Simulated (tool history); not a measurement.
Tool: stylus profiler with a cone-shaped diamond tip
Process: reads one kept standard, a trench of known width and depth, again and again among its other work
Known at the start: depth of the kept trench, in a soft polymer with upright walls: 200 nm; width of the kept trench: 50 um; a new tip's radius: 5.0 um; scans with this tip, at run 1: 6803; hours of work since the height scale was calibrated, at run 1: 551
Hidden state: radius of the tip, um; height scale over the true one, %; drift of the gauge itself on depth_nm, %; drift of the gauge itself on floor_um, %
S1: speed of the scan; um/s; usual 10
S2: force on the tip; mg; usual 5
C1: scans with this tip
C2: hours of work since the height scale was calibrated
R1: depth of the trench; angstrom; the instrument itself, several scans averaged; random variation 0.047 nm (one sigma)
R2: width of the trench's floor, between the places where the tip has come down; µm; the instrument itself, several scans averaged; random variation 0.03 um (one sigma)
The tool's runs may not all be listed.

{"run": 1, "hour": 0.0, "S1": 10, "S2": 5, "C1": 6803, "C2": 551, "R1": 2050.9, "R2": 46.37}
{"run": 2, "hour": 29.4, "S1": 10, "S2": 6.85, "C1": 7026, "C2": 569, "R1": 2063.5, "R2": 46.34}
{"run": 3, "hour": 63.8, "S1": 10, "S2": 6.85, "C1": 7286, "C2": 590, "R1": 2063.1, "R2": 46.33}
{"run": 4, "hour": 92.6, "S1": 10, "S2": 6.85, "C1": 7504, "C2": 608, "R1": 2063.3, "R2": 46.29}
{"run": 5, "hour": 136.9, "S1": 10, "S2": 2.46, "C1": 7839, "C2": 635, "R1": 2034.4, "R2": 46.3}
{"run": 6, "hour": 192.7, "S1": 10, "S2": 2.46, "C1": 8261, "C2": 669, "R1": 2034.7, "R2": 46.23}
{"run": 7, "hour": 251.2, "S1": 10, "S2": 5, "C1": 8704, "C2": 705, "R1": 2053.3, "R2": 46.2}
{"run": 8, "hour": 285.1, "S1": 10, "S2": 5, "C1": 8960, "C2": 726, "R1": 2052.7, "R2": 46.18}
{"run": 9, "hour": 322.3, "S1": 10, "S2": 5, "C1": 9241, "C2": 749, "R1": 2052.3, "R2": 46.12}
{"run": 10, "hour": 379.6, "S1": 10, "S2": 5, "C1": 9675, "C2": 784, "R1": 2053.8, "R2": 46.09}
{"run": 11, "hour": 428.2, "S1": 10, "S2": 5, "C1": 10043, "C2": 814, "R1": 2053.4, "R2": 46.09}
{"run": 12, "hour": 454.9, "S1": 10, "S2": 5, "C1": 10245, "C2": 830, "R1": 2053.2, "R2": 46.05}
{"run": 13, "hour": 494.3, "S1": 10, "S2": 3.84, "C1": 10542, "C2": 854, "R1": 2046.4, "R2": 46}
{"run": 14, "hour": 547.6, "S1": 9, "S2": 3.84, "C1": 10946, "C2": 887, "R1": 2045.8, "R2": 46.01}
{"run": 15, "hour": 597.7, "S1": 10, "S2": 2.8, "C1": 11325, "C2": 917, "R1": 2038.6, "R2": 45.97}
{"run": 16, "hour": 641.6, "S1": 10, "S2": 2.8, "C1": 11657, "C2": 944, "R1": 2038.2, "R2": 45.92}
{"run": 17, "hour": 670.1, "S1": 10, "S2": 2.8, "C1": 11873, "C2": 962, "R1": 2038.5, "R2": 45.84}
{"run": 18, "hour": 723.0, "S1": 10, "S2": 2.8, "C1": 12273, "C2": 994, "R1": 2038.9, "R2": 45.85}
{"run": 19, "hour": 777.6, "S1": 10, "S2": 5, "C1": 12686, "C2": 1028, "R1": 2054.7, "R2": 45.82}
{"run": 20, "hour": 803.5, "S1": 10, "S2": 5, "C1": 12882, "C2": 1044, "R1": 2055.6, "R2": 45.8}
{"run": 21, "hour": 839.2, "S1": 10, "S2": 5, "C1": 13152, "C2": 1066, "R1": 2055.8, "R2": 45.73}
{"run": 22, "hour": 894.5, "S1": 9, "S2": 2.62, "C1": 13570, "C2": 1099, "R1": 2039, "R2": 45.75}
{"run": 23, "hour": 928.8, "S1": 37, "S2": 5, "C1": 13830, "C2": 1120, "R1": 2055.7, "R2": 45.63}
{"run": 24, "hour": 959.4, "S1": 37, "S2": 5, "C1": 14061, "C2": 1139, "R1": 2054.9, "R2": 45.65}
{"run": 25, "hour": 1001.9, "S1": 2, "S2": 3.94, "C1": 14383, "C2": 1165, "R1": 2048.5, "R2": 45.68}
{"run": 26, "hour": 1037.3, "S1": 3, "S2": 12.49, "C1": 14651, "C2": 1187, "R1": 2097.6, "R2": 45.66}
{"run": 27, "hour": 1074.7, "S1": 3, "S2": 3.7, "C1": 14933, "C2": 1210, "R1": 2047.1, "R2": 45.7}
{"run": 28, "hour": 1114.5, "S1": 18, "S2": 4.51, "C1": 15235, "C2": 1234, "R1": 2053.4, "R2": 45.57}
{"run": 29, "hour": 1143.0, "S1": 22, "S2": 5.29, "C1": 15450, "C2": 1252, "R1": 2058.9, "R2": 45.55}
{"run": 30, "hour": 1192.3, "S1": 11, "S2": 5.29, "C1": 15823, "C2": 1282, "R1": 2058.6, "R2": 45.58}
{"run": 31, "hour": 1222.0, "S1": 11, "S2": 5.29, "C1": 16048, "C2": 1300, "R1": 2058.2, "R2": 45.54}
{"run": 32, "hour": 1261.1, "S1": 10, "S2": 2.25, "C1": 16343, "C2": 1324, "R1": 2036.3, "R2": 45.52}
{"run": 33, "hour": 1309.6, "S1": 4, "S2": 5, "C1": 16710, "C2": 1354, "R1": 2058.1, "R2": 45.5}
{"run": 34, "hour": 1347.5, "S1": 4, "S2": 5, "C1": 16997, "C2": 1377, "R1": 2057.3, "R2": 45.5}
{"run": 35, "hour": 1391.3, "S1": 25, "S2": 2.53, "C1": 17328, "C2": 1404, "R1": 2040, "R2": 45.37}
{"run": 36, "hour": 1433.5, "S1": 10, "S2": 2.05, "C1": 17648, "C2": 1430, "R1": 2037, "R2": 45.39}
{"run": 37, "hour": 1466.5, "S1": 2, "S2": 2.05, "C1": 17897, "C2": 1450, "R1": 2036.9, "R2": 45.41}
{"hour": 1480.3, "done": "height scale calibrated on a step standard"}
{"run": 38, "hour": 1512.4, "S1": 3, "S2": 4.37, "C1": 18241, "C2": 20, "R1": 2045, "R2": 45.41}
{"run": 39, "hour": 1536.6, "S1": 5, "S2": 11.11, "C1": 18424, "C2": 35, "R1": 2082.1, "R2": 45.35}
{"run": 40, "hour": 1593.2, "S1": 22, "S2": 2.24, "C1": 18852, "C2": 69, "R1": 2029.2, "R2": 45.2}
{"run": 41, "hour": 1635.5, "S1": 22, "S2": 9.27, "C1": 19172, "C2": 95, "R1": 2074.1, "R2": 45.28}

Measured less the same run without the tool's hidden state. The same run-to-run variation is in both; the gauge's scatter may not be:
run=1 R1=+3.6 R2=-0.81
run=2 R1=+3.8 R2=-0.83
run=3 R1=+4 R2=-0.85
run=4 R1=+4.1 R2=-0.87
run=5 R1=+4.2 R2=-0.9
run=6 R1=+4.5 R2=-0.94
run=7 R1=+4.7 R2=-0.98
run=8 R1=+4.8 R2=-1.01
run=9 R1=+5 R2=-1.03
run=10 R1=+5.3 R2=-1.07
run=11 R1=+5.5 R2=-1.1
run=12 R1=+5.6 R2=-1.12
run=13 R1=+5.7 R2=-1.15
run=14 R1=+6 R2=-1.19
run=15 R1=+6.2 R2=-1.21
run=16 R1=+6.3 R2=-1.24
run=17 R1=+6.4 R2=-1.26
run=18 R1=+6.7 R2=-1.29
run=19 R1=+7 R2=-1.33
run=20 R1=+7.1 R2=-1.35
run=21 R1=+7.3 R2=-1.37
run=22 R1=+7.5 R2=-1.4
run=23 R1=+7.6 R2=-1.42
run=24 R1=+7.8 R2=-1.44
run=25 R1=+8 R2=-1.47
run=26 R1=+8.3 R2=-1.49
run=27 R1=+8.2 R2=-1.51
run=28 R1=+8.4 R2=-1.53
run=29 R1=+8.6 R2=-1.55
run=30 R1=+8.8 R2=-1.58
run=31 R1=+8.9 R2=-1.6
run=32 R1=+9 R2=-1.63
run=33 R1=+9.2 R2=-1.65
run=34 R1=+9.5 R2=-1.67
run=35 R1=+9.5 R2=-1.7
run=36 R1=+9.7 R2=-1.73
run=37 R1=+9.8 R2=-1.75
run=38 R1=+1.3 R2=-1.77
run=39 R1=+1.4 R2=-1.79
run=40 R1=+1.6 R2=-1.83
run=41 R1=+1.8 R2=-1.85

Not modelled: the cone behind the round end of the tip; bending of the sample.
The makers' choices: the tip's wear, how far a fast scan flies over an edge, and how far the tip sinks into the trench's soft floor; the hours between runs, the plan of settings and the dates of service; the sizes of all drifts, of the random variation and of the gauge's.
